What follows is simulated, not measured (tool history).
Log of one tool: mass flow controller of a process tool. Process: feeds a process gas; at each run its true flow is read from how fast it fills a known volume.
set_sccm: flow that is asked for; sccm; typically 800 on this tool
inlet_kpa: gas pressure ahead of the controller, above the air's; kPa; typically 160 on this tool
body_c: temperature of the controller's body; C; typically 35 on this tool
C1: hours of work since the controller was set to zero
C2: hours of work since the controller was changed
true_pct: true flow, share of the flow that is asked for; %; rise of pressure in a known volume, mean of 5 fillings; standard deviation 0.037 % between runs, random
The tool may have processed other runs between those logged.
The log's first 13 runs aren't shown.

At day 26.308: controller's zero set anew.
Run 14, day 28.350: usual settings but inlet_kpa 216 kPa; C1 31; C2 2313. Result: true_pct 100.57 %.
Run 15, day 31.275: usual settings but inlet_kpa 216 kPa; C1 76; C2 2358. Result: true_pct 100.54 %.
Run 16, day 34.212: usual settings but set_sccm 204 sccm, inlet_kpa 189 kPa, body_c 22 C; C1 121; C2 2403. Result: true_pct 99.92 %.
Run 17, day 37.092: usual settings but set_sccm 249 sccm, body_c 26 C; C1 165; C2 2447. Result: true_pct 99.70 %.
Run 18, day 39.271: usual settings but set_sccm 470 sccm, body_c 32 C; C1 198; C2 2480. Result: true_pct 99.62 %.
At day 39.883: controller's zero set anew, once more.
Run 19, day 41.058: usual settings but set_sccm 470 sccm, body_c 32 C; C1 18; C2 2507. Result: true_pct 98.55 %.
Run 20, day 44.462: usual settings but set_sccm 482 sccm, inlet_kpa 232 kPa, body_c 24 C; C1 70; C2 2559. Result: true_pct 98.47 %.
Run 21, day 46.212: usual settings but set_sccm 744 sccm, inlet_kpa 233 kPa, body_c 26 C; C1 97; C2 2586. Result: true_pct 99.46 %.
Run 22, day 48.817: usual settings but set_sccm 563 sccm, body_c 25 C; C1 136; C2 2626. Result: true_pct 98.43 %.
Run 23, day 51.192: usual settings but set_sccm 563 sccm, body_c 25 C; C1 173; C2 2662. Result: true_pct 98.55 %.
Run 24, day 53.683: usual settings but inlet_kpa 210 kPa, body_c 22 C; C1 211; C2 2700. Result: true_pct 99.28 %.
Run 25, day 55.879: usual settings but inlet_kpa 163 kPa; C1 244; C2 2733. Result: true_pct 99.73 %.
Run 26, day 58.125: usual settings but set_sccm 114 sccm; C1 278; C2 2768. Result: true_pct 98.42 %.
Run 27, day 60.150: usual settings but inlet_kpa 166 kPa, body_c 20 C; C1 309; C2 2798. Result: true_pct 99.01 %.
Run 28, day 62.179: usual settings but inlet_kpa 155 kPa, body_c 28 C; C1 340; C2 2829. Result: true_pct 99.28 %.
Run 29, day 64.279: usual settings but set_sccm 151 sccm, inlet_kpa 232 kPa, body_c 34 C; C1 372; C2 2862. Result: true_pct 98.77 %.
Run 30, day 65.883: usual settings but set_sccm 231 sccm, inlet_kpa 251 kPa; C1 397; C2 2886. Result: true_pct 98.86 %.

Forecast each of these 3 alternatives for the next run:
Run A, day 69.329: usual settings but set_sccm 472 sccm, inlet_kpa 252 kPa, body_c 27 C; C1 449; C2 2939. Result: true_pct ?.
Run B, day 69.329: usual settings but set_sccm 921 sccm, inlet_kpa 251 kPa; C1 449; C2 2939. Result: true_pct ?.
Run C, day 69.329: usual settings but inlet_kpa 247 kPa; C1 449; C2 2939. Result: true_pct ?.

run  true_pct
  A     98.89
  B    100.45
  C    100.06
With no hidden state in the tool, these same runs would have given:
run  true_pct
  A     98.80
  B    100.50
  C    100.09
